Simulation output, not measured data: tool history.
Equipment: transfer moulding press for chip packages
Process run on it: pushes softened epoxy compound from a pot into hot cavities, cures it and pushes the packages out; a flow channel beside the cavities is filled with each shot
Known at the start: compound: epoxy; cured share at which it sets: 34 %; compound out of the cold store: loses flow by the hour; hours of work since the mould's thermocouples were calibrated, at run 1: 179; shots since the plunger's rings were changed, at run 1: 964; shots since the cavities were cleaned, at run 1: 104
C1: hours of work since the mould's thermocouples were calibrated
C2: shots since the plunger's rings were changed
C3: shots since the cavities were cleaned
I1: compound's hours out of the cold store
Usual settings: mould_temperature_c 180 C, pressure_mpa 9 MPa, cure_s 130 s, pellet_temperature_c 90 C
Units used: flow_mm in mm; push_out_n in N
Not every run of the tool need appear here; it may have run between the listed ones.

run 1 hour=0 | mould_temperature_c=180 pressure_mpa=9 cure_s=130 pellet_temperature_c=90 | C1=179 C2=964 C3=104 | I1=35.2 | flow_mm=800 push_out_n=218
run 2 hour=8 | mould_temperature_c=184 pressure_mpa=9 cure_s=130 pellet_temperature_c=90 | C1=184 C2=1038 C3=178 | I1=29.6 | flow_mm=824 push_out_n=195
run 3 hour=22.4 | mould_temperature_c=180 pressure_mpa=9 cure_s=130 pellet_temperature_c=90 | C1=194 C2=1171 C3=311 | I1=30 | flow_mm=829 push_out_n=245
run 4 hour=31 | mould_temperature_c=180 pressure_mpa=9 cure_s=130 pellet_temperature_c=90 | C1=199 C2=1251 C3=391 | I1=25.1 | flow_mm=849 push_out_n=259
run 5 hour=45.9 | mould_temperature_c=180 pressure_mpa=9 cure_s=130 pellet_temperature_c=90 | C1=209 C2=1389 C3=529 | I1=36.4 | flow_mm=790 push_out_n=265
run 6 hour=57 | mould_temperature_c=180 pressure_mpa=9 cure_s=130 pellet_temperature_c=90 | C1=217 C2=1492 C3=632 | I1=18 | flow_mm=884 push_out_n=291
run 7 hour=65.9 | mould_temperature_c=180 pressure_mpa=9 cure_s=130 pellet_temperature_c=90 | C1=223 C2=1575 C3=715 | I1=12.4 | flow_mm=923 push_out_n=294
run 8 hour=79.8 | mould_temperature_c=180 pressure_mpa=9 cure_s=130 pellet_temperature_c=90 | C1=232 C2=1704 C3=844 | I1=33.7 | flow_mm=799 push_out_n=292
-- hour=83.2 cavities cleaned with cleaning compound and waxed
run 9 hour=95 | mould_temperature_c=180 pressure_mpa=9 cure_s=128 pellet_temperature_c=90 | C1=241 C2=1831 C3=110 | I1=46.9 | flow_mm=738 push_out_n=327
run 10 hour=111.6 | mould_temperature_c=180 pressure_mpa=9 cure_s=128 pellet_temperature_c=90 | C1=252 C2=1985 C3=264 | I1=19.9 | flow_mm=874 push_out_n=362
-- hour=127 cavities cleaned with cleaning compound and waxed, once more
run 11 hour=127.6 | mould_temperature_c=180 pressure_mpa=9 cure_s=130 pellet_temperature_c=86 | C1=262 C2=2119 C3=5 | I1=11.8 | flow_mm=917 push_out_n=197
run 12 hour=143.6 | mould_temperature_c=182 pressure_mpa=9 cure_s=130 pellet_temperature_c=90 | C1=272 C2=2267 C3=153 | I1=33.2 | flow_mm=798 push_out_n=216
run 13 hour=159.4 | mould_temperature_c=182 pressure_mpa=8.3 cure_s=130 pellet_temperature_c=90 | C1=283 C2=2414 C3=300 | I1=42.2 | flow_mm=722 push_out_n=225
run 14 hour=176.3 | mould_temperature_c=180 pressure_mpa=9 cure_s=130 pellet_temperature_c=83 | C1=294 C2=2571 C3=457 | I1=28.5 | flow_mm=822 push_out_n=277
-- hour=183.7 plunger's sealing rings changed
run 15 hour=189.6 | mould_temperature_c=174 pressure_mpa=10.26 cure_s=130 pellet_temperature_c=90 | C1=301 C2=54 C3=556 | I1=23.2 | flow_mm=944 push_out_n=393
run 16 hour=198.4 | mould_temperature_c=184 pressure_mpa=8.57 cure_s=118 pellet_temperature_c=90 | C1=307 C2=136 C3=638 | I1=18 | flow_mm=868 push_out_n=282
run 17 hour=206.5 | mould_temperature_c=184 pressure_mpa=8.57 cure_s=120 pellet_temperature_c=90 | C1=313 C2=212 C3=714 | I1=35.1 | flow_mm=783 push_out_n=273
run 18 hour=219.9 | mould_temperature_c=184 pressure_mpa=8.57 cure_s=133 pellet_temperature_c=90 | C1=322 C2=335 C3=837 | I1=38.6 | flow_mm=761 push_out_n=251
-- hour=225.1 cavities cleaned with cleaning compound and waxed
run 19 hour=233.8 | mould_temperature_c=180 pressure_mpa=9 cure_s=126 pellet_temperature_c=90 | C1=330 C2=451 C3=81 | I1=24.2 | flow_mm=857 push_out_n=228
run 20 hour=243.2 | mould_temperature_c=180 pressure_mpa=9 cure_s=126 pellet_temperature_c=90 | C1=336 C2=537 C3=167 | I1=11.3 | flow_mm=934 push_out_n=242
run 21 hour=259.3 | mould_temperature_c=179 pressure_mpa=9 cure_s=126 pellet_temperature_c=90 | C1=347 C2=687 C3=317 | I1=32.2 | flow_mm=815 push_out_n=279
run 22 hour=273.6 | mould_temperature_c=179 pressure_mpa=9 cure_s=126 pellet_temperature_c=90 | C1=356 C2=820 C3=450 | I1=26.4 | flow_mm=849 push_out_n=290
run 23 hour=287.7 | mould_temperature_c=186 pressure_mpa=10.96 cure_s=154 pellet_temperature_c=90 | C1=366 C2=950 C3=580 | I1=31.4 | flow_mm=894 push_out_n=220
run 24 hour=305.4 | mould_temperature_c=178 pressure_mpa=9 cure_s=163 pellet_temperature_c=88 | C1=378 C2=1115 C3=745 | I1=20.1 | flow_mm=883 push_out_n=257
-- hour=320.3 cavities cleaned with cleaning compound and waxed
run 25 hour=324.3 | mould_temperature_c=178 pressure_mpa=9 cure_s=163 pellet_temperature_c=88 | C1=389 C2=1275 C3=36 | I1=16.6 | flow_mm=899 push_out_n=177
run 26 hour=339.9 | mould_temperature_c=178 pressure_mpa=9 cure_s=163 pellet_temperature_c=88 | C1=400 C2=1421 C3=182 | I1=24.2 | flow_mm=855 push_out_n=205
run 27 hour=348.8 | mould_temperature_c=178 pressure_mpa=9 cure_s=163 pellet_temperature_c=88 | C1=406 C2=1502 C3=263 | I1=31.8 | flow_mm=816 push_out_n=211
run 28 hour=364.7 | mould_temperature_c=178 pressure_mpa=9 cure_s=163 pellet_temperature_c=88 | C1=416 C2=1650 C3=411 | I1=28.9 | flow_mm=830 push_out_n=227

Each row is a separate what-if for the run after 28, all from the same tool condition, not one after another. Results?
run A hour=381.6 | mould_temperature_c=184 pressure_mpa=9 cure_s=130 pellet_temperature_c=94 | C1=427 C2=1807 C3=568 | I1=31.9 | flow_mm=? push_out_n=?
run B hour=381.6 | mould_temperature_c=180 pressure_mpa=10.61 cure_s=130 pellet_temperature_c=85 | C1=427 C2=1807 C3=568 | I1=17.6 | flow_mm=? push_out_n=?
run C hour=381.6 | mould_temperature_c=185 pressure_mpa=9 cure_s=118 pellet_temperature_c=96 | C1=427 C2=1807 C3=568 | I1=15.1 | flow_mm=? push_out_n=?
run D hour=381.6 | mould_temperature_c=186 pressure_mpa=9 cure_s=169 pellet_temperature_c=88 | C1=427 C2=1807 C3=568 | I1=13.5 | flow_mm=? push_out_n=?

run=A flow_mm=804 push_out_n=252
run=B flow_mm=961 push_out_n=287
run=C flow_mm=893 push_out_n=266
run=D flow_mm=903 push_out_n=227
Without the tool's unlogged condition, the same runs would have read:
run=A flow_mm=817 push_out_n=178
run=B flow_mm=977 push_out_n=203
run=C flow_mm=908 push_out_n=188
run=D flow_mm=918 push_out_n=161
